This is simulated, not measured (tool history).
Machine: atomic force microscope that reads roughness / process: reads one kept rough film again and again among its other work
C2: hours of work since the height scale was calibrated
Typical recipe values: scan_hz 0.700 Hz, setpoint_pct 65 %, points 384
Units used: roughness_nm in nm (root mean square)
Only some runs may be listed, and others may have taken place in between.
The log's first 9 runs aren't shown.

Run 10, day 6.354: usual settings but setpoint_pct 64 %; pictures with this tip 307; C2 588. Result: roughness_nm 0.411 nm (root mean square).
At day 7.192: new tip fitted.
Run 11, day 7.488: usual settings; pictures with this tip 5; C2 600. Result: roughness_nm 0.461 nm (root mean square).
Run 12, day 8.075: usual settings but points 409; pictures with this tip 16; C2 607. Result: roughness_nm 0.459 nm (root mean square).
Run 13, day 8.933: usual settings but points 409; pictures with this tip 30; C2 616. Result: roughness_nm 0.454 nm (root mean square).
Run 14, day 9.967: usual settings but points 409; pictures with this tip 48; C2 627. Result: roughness_nm 0.453 nm (root mean square).
Run 15, day 11.088: usual settings but points 498; pictures with this tip 68; C2 639. Result: roughness_nm 0.452 nm (root mean square).
Run 16, day 11.992: usual settings but setpoint_pct 63 %, points 339; pictures with this tip 83; C2 649. Result: roughness_nm 0.444 nm (root mean square).
Run 17, day 12.833: usual settings but scan_hz 0.806 Hz; pictures with this tip 98; C2 658. Result: roughness_nm 0.442 nm (root mean square).
Run 18, day 14.071: usual settings but setpoint_pct 62 %; pictures with this tip 119; C2 671. Result: roughness_nm 0.440 nm (root mean square).
Run 19, day 14.912: usual settings but scan_hz 1.746 Hz, setpoint_pct 62 %; pictures with this tip 134; C2 681. Result: roughness_nm 0.430 nm (root mean square).
Run 20, day 16.096: usual settings but scan_hz 0.756 Hz, setpoint_pct 78 %; pictures with this tip 154; C2 693. Result: roughness_nm 0.419 nm (root mean square).
Run 21, day 16.846: usual settings but scan_hz 0.756 Hz, setpoint_pct 78 %; pictures with this tip 167; C2 701. Result: roughness_nm 0.415 nm (root mean square).
Run 22, day 17.917: usual settings but scan_hz 1.570 Hz, setpoint_pct 77 %, points 541; pictures with this tip 186; C2 713. Result: roughness_nm 0.403 nm (root mean square).
Run 23, day 18.808: usual settings but scan_hz 0.636 Hz, setpoint_pct 64 %, points 1021; pictures with this tip 201; C2 723. Result: roughness_nm 0.434 nm (root mean square).
Run 24, day 19.621: usual settings but scan_hz 1.439 Hz, points 575; pictures with this tip 215; C2 731. Result: roughness_nm 0.421 nm (root mean square).
Run 25, day 20.242: usual settings but scan_hz 0.650 Hz, points 575; pictures with this tip 226; C2 738. Result: roughness_nm 0.427 nm (root mean square).
Run 26, day 21.538: usual settings but scan_hz 3.177 Hz, setpoint_pct 87 %; pictures with this tip 249; C2 752. Result: roughness_nm 0.321 nm (root mean square).
Run 27, day 22.367: usual settings but scan_hz 3.177 Hz, setpoint_pct 87 %; pictures with this tip 263; C2 761. Result: roughness_nm 0.322 nm (root mean square).
Run 28, day 23.225: usual settings but scan_hz 3.177 Hz, setpoint_pct 87 %; pictures with this tip 278; C2 770. Result: roughness_nm 0.314 nm (root mean square).
Run 29, day 23.817: usual settings but scan_hz 0.585 Hz; pictures with this tip 288; C2 777. Result: roughness_nm 0.412 nm (root mean square).
Run 30, day 24.546: usual settings but scan_hz 0.585 Hz; pictures with this tip 301; C2 785. Result: roughness_nm 0.411 nm (root mean square).

Forecast each of these 4 alternatives for the next run:
Run A, day 25.346: usual settings but scan_hz 2.619 Hz, setpoint_pct 81 %; pictures with this tip 315; C2 793. Result: roughness_nm ?.
Run B, day 25.346: usual settings but scan_hz 0.583 Hz, setpoint_pct 56 %, points 373; pictures with this tip 315; C2 793. Result: roughness_nm ?.
Run C, day 25.346: usual settings but scan_hz 0.738 Hz; pictures with this tip 315; C2 793. Result: roughness_nm ?.
Run D, day 25.346: usual settings but scan_hz 0.549 Hz, setpoint_pct 62 %; pictures with this tip 315; C2 793. Result: roughness_nm ?.

run  roughness_nm
  A         0.351
  B         0.412
  C         0.411
  D         0.418
Take away the tool's hidden state, keep each run's random variation, and the runs would have read:
run  roughness_nm
  A         0.393
  B         0.462
  C         0.460
  D         0.468

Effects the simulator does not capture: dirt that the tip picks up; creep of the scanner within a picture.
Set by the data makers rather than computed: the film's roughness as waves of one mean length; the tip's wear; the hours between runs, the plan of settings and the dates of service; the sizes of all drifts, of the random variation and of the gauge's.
